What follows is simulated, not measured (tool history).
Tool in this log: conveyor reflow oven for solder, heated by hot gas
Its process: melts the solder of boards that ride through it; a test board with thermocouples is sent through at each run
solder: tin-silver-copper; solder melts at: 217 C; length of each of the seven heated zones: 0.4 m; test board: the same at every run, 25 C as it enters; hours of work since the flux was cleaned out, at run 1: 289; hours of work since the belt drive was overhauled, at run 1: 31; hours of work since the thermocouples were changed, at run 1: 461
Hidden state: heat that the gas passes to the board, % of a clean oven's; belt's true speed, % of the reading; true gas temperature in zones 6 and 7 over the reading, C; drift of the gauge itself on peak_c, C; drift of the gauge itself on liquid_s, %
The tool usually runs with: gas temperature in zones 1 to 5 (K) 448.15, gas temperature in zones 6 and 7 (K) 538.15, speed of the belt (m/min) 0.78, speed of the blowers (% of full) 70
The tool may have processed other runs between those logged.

| run | hour | gas temperature in zones 1 to 5 (K) | gas temperature in zones 6 and 7 (K) | speed of the belt (m/min) | speed of the blowers (% of full) | hours of work since the flux was cleaned out | hours of work since the belt drive was overhauled | hours of work since the thermocouples were changed | highest temperature of the board (K) | time above the solder's melting point (s) |
|---|---|---|---|---|---|---|---|---|---|---|
| 1 | 0 | 448.15 | 538.15 | 0.78 | 70 | 289 | 31 | 461 | 521.35 | 44.4 |
| 2 | 16.9 | 448.15 | 538.15 | 0.78 | 85 | 300 | 41 | 471 | 525.25 | 46.4 |
| 3 | 28.2 | 448.15 | 538.15 | 0.78 | 70 | 306 | 48 | 478 | 522.05 | 44.4 |
|  | 55.2 | flux residue cleaned out of gas plates and filters |
| 4 | 55.3 | 448.15 | 538.15 | 0.78 | 70 | 0 | 61 | 491 | 522.35 | 44.3 |
| 5 | 68.7 | 448.15 | 538.15 | 0.78 | 70 | 8 | 69 | 499 | 522.85 | 43.8 |
| 6 | 90.9 | 448.15 | 538.15 | 0.78 | 70 | 21 | 82 | 512 | 521.35 | 44.9 |
| 7 | 110.9 | 448.15 | 538.15 | 0.78 | 70 | 33 | 94 | 524 | 522.15 | 43.7 |
| 8 | 132.7 | 448.15 | 538.15 | 0.701 | 65 | 47 | 107 | 538 | 524.45 | 51.2 |
| 9 | 155.1 | 448.15 | 538.15 | 0.701 | 65 | 60 | 121 | 551 | 524.15 | 51.2 |
| 10 | 172.3 | 448.15 | 535.15 | 0.78 | 70 | 70 | 131 | 561 | 520.05 | 42.5 |
|  | 186.3 | thermocouples of zones 6 and 7 changed |
| 11 | 187.7 | 460.15 | 528.15 | 0.934 | 83 | 78 | 139 | 1 | 513.15 | 34.9 |
| 12 | 205.2 | 448.15 | 538.15 | 0.828 | 54 | 89 | 150 | 11 | 516.05 | 35.5 |
| 13 | 226.8 | 448.15 | 530.15 | 0.635 | 54 | 102 | 163 | 24 | 517.25 | 51.1 |
| 14 | 249.7 | 448.15 | 530.15 | 0.789 | 54 | 116 | 176 | 38 | 510.95 | 33.8 |

Below are 5 alternative next runs, each starting from the tool's condition after run 14. Predict each:
| A | 262.4 | 446.15 | 530.15 | 0.789 | 86 | 123 | 184 | 46 | ? | ? |
| B | 262.4 | 448.15 | 532.15 | 0.78 | 70 | 123 | 184 | 46 | ? | ? |
| C | 262.4 | 435.15 | 530.15 | 0.789 | 88 | 123 | 184 | 46 | ? | ? |
| D | 262.4 | 433.15 | 530.15 | 0.843 | 77 | 123 | 184 | 46 | ? | ? |
| E | 262.4 | 448.15 | 535.15 | 0.789 | 54 | 123 | 184 | 46 | ? | ? |

| run | highest temperature of the board (K) | time above the solder's melting point (s) |
|---|---|---|
| A | 518.55 | 41.1 |
| B | 517.05 | 40.9 |
| C | 516.05 | 37.1 |
| D | 512.45 | 30 |
| E | 514.75 | 36.9 |
Stripped of hidden state, with their random variation kept, the same runs would have yielded:
| run | highest temperature of the board (K) | time above the solder's melting point (s) |
|---|---|---|
| A | 518.55 | 41.2 |
| B | 517.15 | 41 |
| C | 516.05 | 37.2 |
| D | 512.55 | 30.1 |
| E | 514.85 | 37 |

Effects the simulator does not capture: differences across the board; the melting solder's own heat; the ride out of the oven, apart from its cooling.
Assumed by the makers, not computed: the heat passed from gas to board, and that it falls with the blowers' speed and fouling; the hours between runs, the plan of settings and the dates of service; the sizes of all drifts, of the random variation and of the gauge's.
